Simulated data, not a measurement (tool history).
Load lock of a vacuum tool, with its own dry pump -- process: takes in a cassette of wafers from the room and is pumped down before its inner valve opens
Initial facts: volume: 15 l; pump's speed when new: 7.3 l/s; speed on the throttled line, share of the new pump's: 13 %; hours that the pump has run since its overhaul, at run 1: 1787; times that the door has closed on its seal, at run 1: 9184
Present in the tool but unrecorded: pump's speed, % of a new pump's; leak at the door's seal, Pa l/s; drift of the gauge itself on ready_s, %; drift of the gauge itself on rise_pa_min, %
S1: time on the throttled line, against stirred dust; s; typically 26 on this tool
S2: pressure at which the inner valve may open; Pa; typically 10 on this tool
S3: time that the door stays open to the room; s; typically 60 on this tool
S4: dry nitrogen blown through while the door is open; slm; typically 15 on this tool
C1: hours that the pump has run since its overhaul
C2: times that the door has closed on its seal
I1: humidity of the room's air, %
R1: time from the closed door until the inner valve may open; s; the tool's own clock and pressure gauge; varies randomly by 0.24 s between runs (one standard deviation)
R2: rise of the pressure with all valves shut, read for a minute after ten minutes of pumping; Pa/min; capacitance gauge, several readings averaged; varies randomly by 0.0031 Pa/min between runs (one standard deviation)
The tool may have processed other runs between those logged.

| run | hour | S1 | S2 | S3 | S4 | C1 | C2 | I1 | R1 | R2 |
|---|---|---|---|---|---|---|---|---|---|---|
| 1 | 0.0 | 26 | 10 | 60 | 15 | 1787 | 9184 | 49.2 | 41.8 | 0.066 |
| 2 | 248.0 | 26 | 10 | 27 | 15 | 2035 | 9593 | 44.0 | 41.5 | 0.039 |
| 3 | 452.1 | 26 | 10 | 27 | 15 | 2239 | 9930 | 46.8 | 41.9 | 0.043 |
| 4 | 655.3 | 26 | 10 | 27 | 15 | 2443 | 10265 | 43.9 | 41.9 | 0.042 |
| 5 | 780.1 | 26 | 10 | 27 | 15 | 2567 | 10471 | 42.0 | 41.8 | 0.038 |
| 6 | 907.4 | 26 | 13 | 60 | 15 | 2695 | 10681 | 46.4 | 41.2 | 0.064 |
| 7 | 1106.7 | 26 | 13 | 60 | 15 | 2894 | 11010 | 46.0 | 41.2 | 0.063 |
| 8 | 1258.0 | 26 | 13 | 60 | 15 | 3045 | 11259 | 46.5 | 41.3 | 0.062 |
| 9 | 1411.8 | 26 | 13 | 60 | 15 | 3199 | 11513 | 44.7 | 41.2 | 0.059 |
| 10 | 1601.5 | 26 | 13 | 60 | 15 | 3389 | 11826 | 46.1 | 40.6 | 0.061 |
| 11 | 1726.4 | 26 | 13 | 60 | 15 | 3514 | 12032 | 47.7 | 41.4 | 0.064 |
| 12 | 1855.4 | 26 | 13 | 60 | 15 | 3643 | 12244 | 44.3 | 41.0 | 0.058 |
| 13 | 2137.0 | 24 | 10 | 60 | 15 | 3924 | 12709 | 45.5 | 39.9 | 0.064 |
| 14 | 2283.5 | 15 | 10 | 60 | 28 | 4071 | 12951 | 45.8 | 32.4 | 0.049 |
| 15 | 2475.4 | 15 | 16 | 48 | 16 | 4263 | 13267 | 45.4 | 31.3 | 0.051 |
| 16 | 2697.2 | 15 | 16 | 48 | 16 | 4485 | 13633 | 46.2 | 31.0 | 0.054 |
| 17 | 2871.8 | 15 | 8 | 44 | 26 | 4659 | 13921 | 46.9 | 32.7 | 0.042 |
| 18 | 3161.0 | 26 | 10 | 60 | 16 | 4948 | 14398 | 38.5 | 42.0 | 0.054 |
| 19 | 3314.4 | 26 | 10 | 60 | 16 | 5102 | 14651 | 45.1 | 41.6 | 0.061 |
| 20 | 3449.0 | 26 | 13 | 26 | 15 | 5236 | 14873 | 45.0 | 40.8 | 0.041 |
| 21 | 3620.5 | 19 | 7 | 167 | 4 | 5408 | 15156 | 46.5 | 36.8 | 0.120 |

Forecast each of these 4 alternatives for the next run:
| A | 3792.4 | 19 | 14 | 67 | 41 | 5580 | 15439 | 46.6 | ? | ? |
| B | 3792.4 | 39 | 7 | 31 | 8 | 5580 | 15439 | 46.1 | ? | ? |
| C | 3792.4 | 41 | 10 | 60 | 15 | 5580 | 15439 | 43.9 | ? | ? |
| D | 3792.4 | 21 | 7 | 167 | 26 | 5580 | 15439 | 46.8 | ? | ? |

| run | R1 | R2 |
|---|---|---|
| A | 34.9 | 0.039 |
| B | 53.8 | 0.057 |
| C | 55.0 | 0.061 |
| D | 38.7 | 0.075 |
Stripped of hidden state, with their random variation kept, the same runs would have yielded:
| run | R1 | R2 |
|---|---|---|
| A | 34.9 | 0.039 |
| B | 53.8 | 0.056 |
| C | 55.0 | 0.061 |
| D | 38.7 | 0.075 |
